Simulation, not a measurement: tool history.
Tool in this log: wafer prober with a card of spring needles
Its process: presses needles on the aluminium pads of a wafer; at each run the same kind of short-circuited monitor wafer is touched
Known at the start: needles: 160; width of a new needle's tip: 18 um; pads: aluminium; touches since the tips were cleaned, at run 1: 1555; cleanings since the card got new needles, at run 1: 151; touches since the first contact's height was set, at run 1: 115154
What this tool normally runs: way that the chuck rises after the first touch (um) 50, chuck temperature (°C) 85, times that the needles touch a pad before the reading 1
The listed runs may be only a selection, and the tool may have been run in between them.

run   hour  way that the chuck rises after the first touch (um)  chuck temperature (°C)  times that the needles touch a pad before the reading  touches since the tips were cleaned  cleanings since the card got new needles  touches since the first contact's height was set  resistance of one needle with its contact and lead (mohm)  way that a needle slides on the pad (um)
  1      0                                                   50                      85                                                      1                                 1555                                       151                                            115154                                                        251                                     7.428
       6.5  -- tips cleaned on abrasive film
      17.1  -- tips cleaned on abrasive film
  2   18.9                                                   50                      58                                                      1                                  757                                       153                                            123157                                                        235                                     7.307
      27.7  -- tips cleaned on abrasive film
      38.9  -- tips cleaned on abrasive film
      50.2  -- tips cleaned on abrasive film
  3   52.1                                                   50                      85                                                      1                                  801                                       156                                            137210                                                        239                                     7.271
      61.3  -- tips cleaned on abrasive film
      72.6  -- tips cleaned on abrasive film
      83.9  -- tips cleaned on abrasive film
      84.2  -- height of the first contact set anew
      88.8  -- tips cleaned on abrasive film, once more
  4   89.6                                                   50                     124                                                      1                                  335                                       160                                              2247                                                        236                                     7.585
      98.3  -- tips cleaned on abrasive film
     109.3  -- tips cleaned on abrasive film
     120.9  -- tips cleaned on abrasive film
     130.7  -- tips cleaned on abrasive film
  5  130.7                                                   50                      85                                                      1                                    0                                       164                                             19684                                                        225                                     7.547
     141.3  -- tips cleaned on abrasive film
     152.9  -- tips cleaned on abrasive film
  6  161.5                                                   66                      85                                                      1                                 3680                                       166                                             32747                                                        258                                     9.964
     163.9  -- tips cleaned on abrasive film
     175.1  -- tips cleaned on abrasive film
     186.5  -- tips cleaned on abrasive film
  7  194.5                                                   37                      85                                                      1                                 3411                                       169                                             46744                                                        342                                     5.549
     196.9  -- tips cleaned on abrasive film
     207.3  -- tips cleaned on abrasive film
     218.8  -- tips cleaned on abrasive film
     230.1  -- tips cleaned on abrasive film
  8  235.5                                                   37                      85                                                      1                                 2310                                       173                                             64114                                                        318                                     5.519
     240.2  -- tips cleaned on abrasive film
     251.7  -- tips cleaned on abrasive film
  9  258.5                                                   50                      97                                                      1                                 2917                                       175                                             73885                                                        281                                      7.48
     262.8  -- tips cleaned on abrasive film
     274.3  -- tips cleaned on abrasive film
 10    277                                                   36                      97                                                      1                                 1161                                       177                                             81708                                                        287                                     5.344
     283.9  -- tips cleaned on abrasive film
     295.1  -- tips cleaned on abrasive film
     306.6  -- tips cleaned on abrasive film
     315.9  -- tips cleaned on abrasive film
 11  320.1                                                   36                      97                                                      1                                 1809                                       181                                             99976                                                        316                                     5.319
     327.1  -- tips cleaned on abrasive film
     338.3  -- tips cleaned on abrasive film
     349.8  -- tips cleaned on abrasive film
 12  355.9                                                   36                      97                                                      1                                 2622                                       184                                            115175                                                        338                                     5.296
     360.3  -- tips cleaned on abrasive film
       371  -- tips cleaned on abrasive film
     380.3  -- tips cleaned on abrasive film
 13  385.4                                                   36                      97                                                      1                                 2177                                       187                                            127643                                                        320                                     5.285
     391.4  -- tips cleaned on abrasive film
     402.8  -- tips cleaned on abrasive film
     414.3  -- tips cleaned on abrasive film
 14  421.5                                                   36                      97                                                      1                                 3089                                       190                                            142956                                                        352                                     5.272
     425.7  -- tips cleaned on abrasive film
     436.7  -- tips cleaned on abrasive film
     439.3  -- height of the first contact set anew
     448.6  -- tips cleaned on abrasive film
     459.7  -- tips cleaned on abrasive film
 15  462.2                                                   36                      85                                                      1                                 1062                                       194                                              9695                                                        287                                      5.43
     469.1  -- tips cleaned on abrasive film
     480.7  -- tips cleaned on abrasive film
     491.8  -- tips cleaned on abrasive film
     503.4  -- tips cleaned on abrasive film
 16  504.4                                                   50                      85                                                      2                                  454                                       198                                             27591                                                        232                                     7.548
     512.7  -- tips cleaned on abrasive film
       524  -- tips cleaned on abrasive film
     535.5  -- tips cleaned on abrasive film
     545.4  -- tips cleaned on abrasive film
 17  545.4                                                   50                      85                                                      2                                    0                                       202                                             44957                                                        221                                     7.512

Run 18 is up next; what results do you expect?
     556.6  -- tips cleaned on abrasive film
     565.9  -- tips cleaned on abrasive film
 18  574.8                                                   50                      85                                                      1                                 3837                                       204                                             57464                                                          ?                                         ?

{"run 18": {"resistance of one needle with its contact and lead (mohm)": 287, "way that a needle slides on the pad (um)": 7.494}}
Without the tool's hidden state the same run would have given resistance of one needle with its contact and lead (mohm) 211, way that a needle slides on the pad (um) 7.572.
